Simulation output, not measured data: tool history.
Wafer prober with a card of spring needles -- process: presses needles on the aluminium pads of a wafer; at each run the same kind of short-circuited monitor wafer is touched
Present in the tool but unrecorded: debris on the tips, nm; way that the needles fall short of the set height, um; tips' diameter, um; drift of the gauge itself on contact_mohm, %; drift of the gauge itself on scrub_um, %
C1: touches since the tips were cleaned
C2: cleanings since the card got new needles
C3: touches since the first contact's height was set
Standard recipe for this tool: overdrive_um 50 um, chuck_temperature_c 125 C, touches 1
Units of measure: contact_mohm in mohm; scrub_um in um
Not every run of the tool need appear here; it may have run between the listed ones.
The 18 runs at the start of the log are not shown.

At day 9.792: tips cleaned on abrasive film.
Run 19, day 10.271: usual settings but overdrive_um 43 um, chuck_temperature_c 100 C, touches 2; C1 5674; C2 55; C3 23335. Result: contact_mohm 247 mohm, scrub_um 6.146 um.
At day 10.512: tips cleaned on abrasive film.
Run 20, day 10.617: usual settings but overdrive_um 43 um, chuck_temperature_c 26 C, touches 2; C1 1212; C2 56; C3 27393. Result: contact_mohm 193 mohm, scrub_um 6.141 um.
At day 11.271: tips cleaned on abrasive film.
Run 21, day 11.375: usual settings but overdrive_um 39 um, chuck_temperature_c 70 C, touches 2; C1 1201; C2 57; C3 36335. Result: contact_mohm 212 mohm, scrub_um 5.558 um.
Run 22, day 11.862: usual settings but chuck_temperature_c 113 C, touches 2; C1 6983; C2 57; C3 42117. Result: contact_mohm 233 mohm, scrub_um 7.140 um.
At day 11.996: tips cleaned on abrasive film.
Run 23, day 12.642: usual settings but chuck_temperature_c 101 C; C1 7676; C2 58; C3 51326. Result: contact_mohm 272 mohm, scrub_um 7.125 um.
At day 12.746: tips cleaned on abrasive film.
Run 24, day 13.129: usual settings but chuck_temperature_c 101 C; C1 4558; C2 59; C3 57040. Result: contact_mohm 256 mohm, scrub_um 7.113 um.
At day 13.512: tips cleaned on abrasive film.
Run 25, day 13.542: usual settings but chuck_temperature_c 101 C; C1 339; C2 60; C3 61891. Result: contact_mohm 191 mohm, scrub_um 7.105 um.
Run 26, day 14.212: usual settings but chuck_temperature_c 101 C; C1 8303; C2 60; C3 69855. Result: contact_mohm 274 mohm, scrub_um 7.104 um.
At day 14.279: tips cleaned on abrasive film.
Run 27, day 14.812: usual settings but chuck_temperature_c 35 C, touches 2; C1 6295; C2 61; C3 76891. Result: contact_mohm 226 mohm, scrub_um 7.092 um.
At day 15.012: tips cleaned on abrasive film.
At day 15.308: height of the first contact set anew.
Run 28, day 15.567: usual settings but chuck_temperature_c 33 C, touches 2; C1 6404; C2 62; C3 3055. Result: contact_mohm 223 mohm, scrub_um 7.178 um.
At day 15.804: tips cleaned on abrasive film.
Run 29, day 16.317: usual settings but chuck_temperature_c 33 C, touches 2; C1 6082; C2 63; C3 11919. Result: contact_mohm 223 mohm, scrub_um 7.161 um.
At day 16.550: tips cleaned on abrasive film.
Run 30, day 17.083: usual settings but chuck_temperature_c 33 C, touches 2; C1 6323; C2 64; C3 20930. Result: contact_mohm 222 mohm, scrub_um 7.159 um.
At day 17.312: tips cleaned on abrasive film.
Run 31, day 17.542: usual settings but overdrive_um 54 um, touches 2; C1 2716; C2 65; C3 26326. Result: contact_mohm 206 mohm, scrub_um 7.718 um.
At day 18.046: tips cleaned on abrasive film.
Run 32, day 18.062: usual settings but overdrive_um 54 um, touches 2; C1 212; C2 66; C3 32448. Result: contact_mohm 191 mohm, scrub_um 7.717 um.
At day 18.771: tips cleaned on abrasive film.
Run 33, day 18.775: usual settings but overdrive_um 32 um; C1 58; C2 67; C3 40846. Result: contact_mohm 225 mohm, scrub_um 4.539 um.

Predict each of these 4 candidate next runs independently; none follows another, all start after run 33:
At day 19.525: tips cleaned on abrasive film.
Run A, day 19.608: usual settings but chuck_temperature_c 32 C; C1 1005; C2 68; C3 50701. Result: contact_mohm ?, scrub_um ?.
At day 19.525: tips cleaned on abrasive film.
Run B, day 19.608: usual settings but overdrive_um 39 um; C1 1005; C2 68; C3 50701. Result: contact_mohm ?, scrub_um ?.
At day 19.525: tips cleaned on abrasive film.
Run C, day 19.608: usual settings but overdrive_um 36 um, chuck_temperature_c 32 C, touches 2; C1 1005; C2 68; C3 50701. Result: contact_mohm ?, scrub_um ?.
At day 19.525: tips cleaned on abrasive film.
Run D, day 19.608: usual settings but overdrive_um 55 um; C1 1005; C2 68; C3 50701. Result: contact_mohm ?, scrub_um ?.

run  contact_mohm  scrub_um
  A           197     7.108
  B           231     5.528
  C           208     5.101
  D           203     7.824
Had the tool no hidden state, the same runs would have come out as:
run  contact_mohm  scrub_um
  A           161     7.173
  B           182     5.594
  C           168     5.167
  D           177     7.890
